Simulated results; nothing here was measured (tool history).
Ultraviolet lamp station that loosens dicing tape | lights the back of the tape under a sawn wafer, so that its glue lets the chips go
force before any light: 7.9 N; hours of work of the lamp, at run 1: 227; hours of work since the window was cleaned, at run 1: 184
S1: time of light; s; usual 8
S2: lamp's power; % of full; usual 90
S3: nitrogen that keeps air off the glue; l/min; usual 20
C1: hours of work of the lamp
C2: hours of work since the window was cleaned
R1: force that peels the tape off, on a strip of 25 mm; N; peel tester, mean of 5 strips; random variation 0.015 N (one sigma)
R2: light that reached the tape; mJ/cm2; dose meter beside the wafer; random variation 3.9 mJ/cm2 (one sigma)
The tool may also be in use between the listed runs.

run	hour	S1	S2	S3	C1	C2	R1	R2
1	0.0	8	90	20	227	184	0.970	587
2	30.5	8	90	20	247	203	0.977	572
3	73.9	8	82	20	274	230	1.220	513
4	101.3	8	90	20	291	248	1.048	556
5	142.7	8	90	35	317	274	0.707	550
6	167.6	8	90	35	333	289	0.738	551
7	203.3	8	90	35	355	312	0.765	536
8	231.0	4	90	35	373	329	2.318	263
9	263.2	4	90	16	393	350	3.286	263
10	304.4	4	90	16	419	375	3.278	257
11	339.8	8	61	20	441	398	2.240	344
12	383.5	8	61	20	469	425	2.225	334
13	404.4	8	61	20	482	438	2.278	331
14	449.0	8	61	20	510	467	2.431	318
15	469.4	8	61	20	523	479	2.371	319
# hour 477.2: window cleaned of glue's vapour
16	514.1	8	61	20	551	23	2.622	301
17	550.6	8	61	20	574	46	2.662	298
18	574.3	8	61	20	589	61	2.664	299
19	624.3	6	90	20	620	93	2.454	317
20	662.2	6	90	20	644	117	2.470	315
21	686.1	6	90	20	659	132	2.513	314
22	714.6	7	60	21	677	150	3.190	236
23	741.2	11	75	14	694	166	1.778	457
# hour 746.1: window cleaned of glue's vapour, once more
24	780.5	11	75	14	718	22	1.630	499
25	802.0	7	75	14	732	35	2.860	314
26	843.1	7	80	14	758	61	2.642	325
27	891.6	7	80	14	788	92	2.831	322
28	923.3	9	93	14	808	112	1.788	473
29	969.7	6	89	7	837	141	4.018	296
30	999.0	8	63	20	856	159	2.765	273
31	1031.7	8	63	20	876	180	2.919	266
32	1072.8	12	64	13	902	206	2.274	396
33	1123.0	12	64	13	934	237	2.266	383
# hour 1141.0: lamp changed
34	1152.7	8	69	33	7	255	0.909	500
35	1190.0	7	90	20	31	279	1.003	551
36	1212.6	7	90	20	45	293	1.033	560
37	1261.1	8	82	20	76	324	0.982	561
38	1287.4	14	72	36	92	340	0.259	872
39	1335.5	14	72	36	123	371	0.278	848
40	1377.6	8	81	35	149	397	0.762	539
41	1400.3	12	86	21	163	411	0.415	846

Forecast run 42:
42	1439.8	8	92	20	188	436	?	?

R1: 0.889 N
R2: 599 mJ/cm2
Without the tool's hidden state the same run would have given R1 0.659 N, R2 691 mJ/cm2.
